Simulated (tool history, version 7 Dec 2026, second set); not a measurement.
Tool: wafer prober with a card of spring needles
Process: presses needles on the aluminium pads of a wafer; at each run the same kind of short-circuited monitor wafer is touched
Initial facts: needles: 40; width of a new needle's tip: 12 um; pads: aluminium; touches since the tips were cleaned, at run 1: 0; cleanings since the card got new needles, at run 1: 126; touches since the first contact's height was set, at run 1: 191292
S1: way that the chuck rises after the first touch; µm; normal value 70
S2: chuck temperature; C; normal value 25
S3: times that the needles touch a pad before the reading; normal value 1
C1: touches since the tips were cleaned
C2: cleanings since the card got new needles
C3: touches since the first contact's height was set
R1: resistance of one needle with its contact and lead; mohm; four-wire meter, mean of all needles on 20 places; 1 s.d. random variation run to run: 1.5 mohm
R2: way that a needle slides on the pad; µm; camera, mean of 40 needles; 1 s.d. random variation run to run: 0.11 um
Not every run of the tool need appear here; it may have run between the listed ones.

{"run": 1, "hour": 0.0, "S1": 70, "S2": 25, "S3": 1, "C1": 0, "C2": 126, "C3": 191292, "R1": 143, "R2": 15.58}
{"hour": 12.2, "done": "tips cleaned on abrasive film"}
{"hour": 22.0, "done": "tips cleaned on abrasive film"}
{"hour": 31.8, "done": "tips cleaned on abrasive film"}
{"hour": 32.1, "done": "height of the first contact set anew"}
{"hour": 44.3, "done": "tips cleaned on abrasive film"}
{"hour": 56.5, "done": "tips cleaned on abrasive film"}
{"run": 2, "hour": 57.4, "S1": 64, "S2": 25, "S3": 1, "C1": 258, "C2": 131, "C3": 7116, "R1": 161, "R2": 15.54}
{"hour": 67.3, "done": "tips cleaned on abrasive film"}
{"hour": 77.1, "done": "tips cleaned on abrasive film"}
{"hour": 89.2, "done": "tips cleaned on abrasive film"}
{"run": 3, "hour": 94.8, "S1": 64, "S2": 25, "S3": 1, "C1": 1585, "C2": 134, "C3": 17604, "R1": 198, "R2": 15.53}
{"hour": 99.7, "done": "tips cleaned on abrasive film"}
{"hour": 109.5, "done": "tips cleaned on abrasive film"}
{"hour": 118.9, "done": "tips cleaned on abrasive film, once more"}
{"run": 4, "hour": 118.9, "S1": 72, "S2": 25, "S3": 1, "C1": 0, "C2": 137, "C3": 24360, "R1": 147, "R2": 17.39}
{"hour": 131.2, "done": "tips cleaned on abrasive film"}
{"hour": 141.0, "done": "tips cleaned on abrasive film"}
{"hour": 150.8, "done": "tips cleaned on abrasive film"}
{"hour": 163.0, "done": "tips cleaned on abrasive film"}
{"run": 5, "hour": 172.3, "S1": 70, "S2": 25, "S3": 2, "C1": 2626, "C2": 141, "C3": 39359, "R1": 182, "R2": 16.72}
{"hour": 174.8, "done": "tips cleaned on abrasive film"}
{"hour": 184.6, "done": "tips cleaned on abrasive film"}
{"hour": 194.4, "done": "tips cleaned on abrasive film"}
{"run": 6, "hour": 198.8, "S1": 70, "S2": 47, "S3": 1, "C1": 1235, "C2": 144, "C3": 46781, "R1": 189, "R2": 16.71}
{"hour": 206.2, "done": "tips cleaned on abrasive film"}
{"hour": 216.0, "done": "tips cleaned on abrasive film"}
{"run": 7, "hour": 223.1, "S1": 70, "S2": 47, "S3": 1, "C1": 2009, "C2": 146, "C3": 53602, "R1": 204, "R2": 16.59}
{"hour": 228.0, "done": "tips cleaned on abrasive film"}
{"hour": 237.8, "done": "tips cleaned on abrasive film"}
{"hour": 247.6, "done": "tips cleaned on abrasive film"}
{"hour": 259.9, "done": "tips cleaned on abrasive film"}
{"hour": 271.5, "done": "tips cleaned on abrasive film"}
{"run": 8, "hour": 271.5, "S1": 70, "S2": 25, "S3": 1, "C1": 0, "C2": 151, "C3": 67183, "R1": 148, "R2": 16.58}
{"hour": 281.3, "done": "tips cleaned on abrasive film"}
{"hour": 293.6, "done": "tips cleaned on abrasive film"}
{"hour": 303.4, "done": "tips cleaned on abrasive film"}
{"run": 9, "hour": 303.5, "S1": 70, "S2": 25, "S3": 1, "C1": 24, "C2": 154, "C3": 76145, "R1": 146, "R2": 16.65}
{"hour": 313.3, "done": "tips cleaned on abrasive film"}
{"hour": 323.1, "done": "tips cleaned on abrasive film"}
{"hour": 335.3, "done": "tips cleaned on abrasive film"}
{"hour": 347.5, "done": "tips cleaned on abrasive film"}
{"hour": 359.7, "done": "tips cleaned on abrasive film"}
{"run": 10, "hour": 362.2, "S1": 70, "S2": 25, "S3": 1, "C1": 701, "C2": 159, "C3": 92634, "R1": 177, "R2": 16.26}
{"hour": 371.9, "done": "tips cleaned on abrasive film"}
{"hour": 384.1, "done": "tips cleaned on abrasive film"}
{"hour": 393.9, "done": "tips cleaned on abrasive film"}
{"hour": 403.7, "done": "tips cleaned on abrasive film"}
{"run": 11, "hour": 408.2, "S1": 70, "S2": 25, "S3": 3, "C1": 1263, "C2": 163, "C3": 105549, "R1": 159, "R2": 16.37}
{"hour": 415.6, "done": "tips cleaned on abrasive film"}
{"hour": 425.4, "done": "tips cleaned on abrasive film"}
{"hour": 435.2, "done": "tips cleaned on abrasive film"}
{"run": 12, "hour": 436.3, "S1": 88, "S2": 25, "S3": 1, "C1": 316, "C2": 166, "C3": 113427, "R1": 149, "R2": 20.48}
{"hour": 446.0, "done": "tips cleaned on abrasive film"}
{"hour": 455.8, "done": "tips cleaned on abrasive film"}
{"hour": 468.1, "done": "tips cleaned on abrasive film"}
{"hour": 480.3, "done": "tips cleaned on abrasive film"}
{"hour": 492.5, "done": "tips cleaned on abrasive film"}
{"run": 13, "hour": 494.8, "S1": 88, "S2": 25, "S3": 1, "C1": 658, "C2": 171, "C3": 129859, "R1": 158, "R2": 20.64}
{"hour": 504.6, "done": "tips cleaned on abrasive film"}
{"hour": 514.4, "done": "tips cleaned on abrasive film"}
{"hour": 524.2, "done": "tips cleaned on abrasive film"}
{"hour": 536.5, "done": "tips cleaned on abrasive film"}
{"run": 14, "hour": 540.2, "S1": 88, "S2": 25, "S3": 1, "C1": 1054, "C2": 175, "C3": 142600, "R1": 166, "R2": 20.49}
{"hour": 547.5, "done": "tips cleaned on abrasive film"}
{"hour": 557.3, "done": "tips cleaned on abrasive film"}
{"hour": 567.1, "done": "tips cleaned on abrasive film"}
{"hour": 579.3, "done": "tips cleaned on abrasive film"}
{"run": 15, "hour": 586.9, "S1": 68, "S2": 122, "S3": 2, "C1": 2152, "C2": 179, "C3": 155719, "R1": 211, "R2": 15.49}
{"hour": 589.5, "done": "tips cleaned on abrasive film"}
{"hour": 601.7, "done": "tips cleaned on abrasive film"}
{"hour": 611.5, "done": "tips cleaned on abrasive film"}
{"hour": 623.7, "done": "tips cleaned on abrasive film"}
{"run": 16, "hour": 624.4, "S1": 70, "S2": 114, "S3": 1, "C1": 195, "C2": 183, "C3": 166228, "R1": 177, "R2": 16.15}
{"hour": 634.2, "done": "tips cleaned on abrasive film"}
{"hour": 646.4, "done": "tips cleaned on abrasive film"}
{"run": 17, "hour": 649.0, "S1": 70, "S2": 113, "S3": 2, "C1": 736, "C2": 185, "C3": 173143, "R1": 188, "R2": 15.81}
{"hour": 656.4, "done": "tips cleaned on abrasive film"}
{"hour": 666.2, "done": "tips cleaned on abrasive film"}
{"hour": 678.4, "done": "tips cleaned on abrasive film"}
{"run": 18, "hour": 686.1, "S1": 61, "S2": 35, "S3": 2, "C1": 2181, "C2": 188, "C3": 183564, "R1": 220, "R2": 13.48}
{"hour": 688.7, "done": "tips cleaned on abrasive film"}
{"hour": 698.5, "done": "tips cleaned on abrasive film"}
{"hour": 710.7, "done": "tips cleaned on abrasive film"}
{"hour": 720.5, "done": "tips cleaned on abrasive film"}
{"run": 19, "hour": 721.0, "S1": 61, "S2": 35, "S3": 2, "C1": 135, "C2": 192, "C3": 193327, "R1": 164, "R2": 13.42}

Forecast run 20:
{"hour": 730.8, "done": "tips cleaned on abrasive film"}
{"hour": 740.6, "done": "tips cleaned on abrasive film"}
{"hour": 745.8, "done": "height of the first contact set anew"}
{"hour": 750.7, "done": "tips cleaned on abrasive film"}
{"hour": 760.5, "done": "tips cleaned on abrasive film"}
{"run": 20, "hour": 765.5, "S1": 61, "S2": 28, "S3": 1, "C1": 1419, "C2": 196, "C3": 5544, "R1": "?", "R2": "?"}

Run 20 produced R1 228 mohm, R2 14.82 µm.
With the hidden condition absent and the run-to-run variation left alone, this run would have shown R1 139 mohm, R2 14.86 µm.
